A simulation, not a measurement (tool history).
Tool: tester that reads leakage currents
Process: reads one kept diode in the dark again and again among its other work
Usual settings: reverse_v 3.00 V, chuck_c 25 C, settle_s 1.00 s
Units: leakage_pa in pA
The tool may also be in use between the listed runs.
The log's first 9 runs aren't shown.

| run | hour | reverse_v | chuck_c | settle_s | hours of work since the probe card was cleaned | hours of work since the tester was calibrated | hours of work since the chuck was calibrated | leakage_pa |
|---|---|---|---|---|---|---|---|---|
| 10 | 1211.6 | 3.00 | 25 | 1.00 | 1359 | 3319 | 1254 | 28.33 |
| 11 | 1304.8 | 3.00 | 25 | 1.00 | 1401 | 3362 | 1296 | 28.39 |
| 12 | 1385.9 | 3.00 | 25 | 1.00 | 1438 | 3398 | 1333 | 28.02 |
| 13 | 1512.7 | 3.00 | 25 | 1.00 | 1496 | 3456 | 1390 | 28.07 |
| 14 | 1633.3 | 3.00 | 25 | 1.00 | 1550 | 3511 | 1445 | 27.76 |
| 15 | 1714.2 | 8.52 | 25 | 1.00 | 1587 | 3547 | 1482 | 49.54 |
|  | 1744.2 | chuck's temperature calibrated |
| 16 | 1840.4 | 8.52 | 25 | 1.00 | 1643 | 3604 | 44 | 58.27 |
| 17 | 1946.6 | 3.00 | 25 | 0.98 | 1691 | 3652 | 92 | 32.56 |
| 18 | 2086.8 | 3.00 | 25 | 0.98 | 1755 | 3715 | 155 | 32.46 |
| 19 | 2217.1 | 2.17 | 25 | 0.98 | 1814 | 3775 | 215 | 26.87 |
| 20 | 2338.7 | 2.17 | 25 | 0.98 | 1869 | 3830 | 270 | 26.99 |
| 21 | 2441.3 | 3.00 | 51 | 3.86 | 1916 | 3876 | 316 | 196.50 |
|  | 2456.2 | probe card cleaned and baked |
| 22 | 2522.7 | 3.00 | 51 | 3.86 | 30 | 3912 | 352 | 196.47 |
| 23 | 2606.2 | 2.92 | 36 | 5.09 | 68 | 3950 | 390 | 69.60 |
| 24 | 2739.7 | 8.70 | 28 | 1.00 | 129 | 4010 | 450 | 71.27 |
| 25 | 2823.4 | 8.64 | 25 | 0.60 | 167 | 4048 | 488 | 57.06 |
| 26 | 2977.2 | 8.64 | 25 | 0.60 | 236 | 4118 | 558 | 56.73 |
|  | 3018.4 | tester calibrated |
| 27 | 3120.9 | 13.11 | 54 | 0.32 | 301 | 46 | 622 | 507.92 |
| 28 | 3205.3 | 3.00 | 31 | 7.13 | 339 | 85 | 661 | 46.61 |
|  | 3261.2 | probe card cleaned and baked, once more |
| 29 | 3368.7 | 5.51 | 25 | 5.63 | 49 | 158 | 733 | 40.29 |
| 30 | 3538.8 | 5.51 | 25 | 5.63 | 126 | 235 | 811 | 39.91 |
| 31 | 3691.2 | 5.51 | 25 | 5.63 | 195 | 304 | 880 | 39.74 |
| 32 | 3795.1 | 15.14 | 39 | 0.96 | 242 | 351 | 927 | 193.00 |
| 33 | 3913.3 | 2.86 | 48 | 1.64 | 296 | 405 | 980 | 144.51 |

Run 34 comes next. What will it give?
| 34 | 4006.1 | 3.57 | 48 | 1.00 | 338 | 447 | 1023 | ? |

leakage_pa: 161.39 pA
Without the tool's hidden state the same run would have given leakage_pa 179.02 pA.
